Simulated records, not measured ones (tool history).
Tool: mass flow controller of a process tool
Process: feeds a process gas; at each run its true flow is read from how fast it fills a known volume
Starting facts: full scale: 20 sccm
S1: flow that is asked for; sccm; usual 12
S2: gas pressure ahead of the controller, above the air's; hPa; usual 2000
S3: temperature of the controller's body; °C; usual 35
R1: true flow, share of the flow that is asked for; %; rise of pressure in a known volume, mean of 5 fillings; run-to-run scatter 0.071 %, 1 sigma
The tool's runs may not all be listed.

Run 1, hour 0.0: usual settings. Result: R1 100.08 %.
Run 2, hour 124.7: usual settings. Result: R1 99.91 %.
Run 3, hour 265.9: usual settings. Result: R1 100.07 %.
Run 4, hour 460.9: usual settings but S3 28 °C. Result: R1 99.73 %.
Run 5, hour 616.8: usual settings but S3 28 °C. Result: R1 99.64 %.
Run 6, hour 745.4: usual settings but S3 28 °C. Result: R1 99.49 %.
Run 7, hour 945.5: usual settings but S3 28 °C. Result: R1 99.64 %.
Run 8, hour 1040.2: usual settings. Result: R1 100.04 %.
Run 9, hour 1144.9: usual settings but S1 6 sccm, S2 1440 hPa, S3 37 °C. Result: R1 100.08 %.
Run 10, hour 1298.2: usual settings but S1 6 sccm, S2 1440 hPa, S3 37 °C. Result: R1 99.86 %.
Run 11, hour 1473.1: usual settings but S1 6 sccm, S2 1440 hPa, S3 37 °C. Result: R1 100.08 %.
Run 12, hour 1590.0: usual settings but S1 5 sccm, S2 1400 hPa, S3 21 °C. Result: R1 99.16 %.

Forecast run 13:
Run 13, hour 1753.0: usual settings but S1 19 sccm, S2 2490 hPa. Result: R1 ?.

R1: 100.33 %
If the tool had no hidden condition, the same run with the same run-to-run variation would have returned R1 100.33 %.
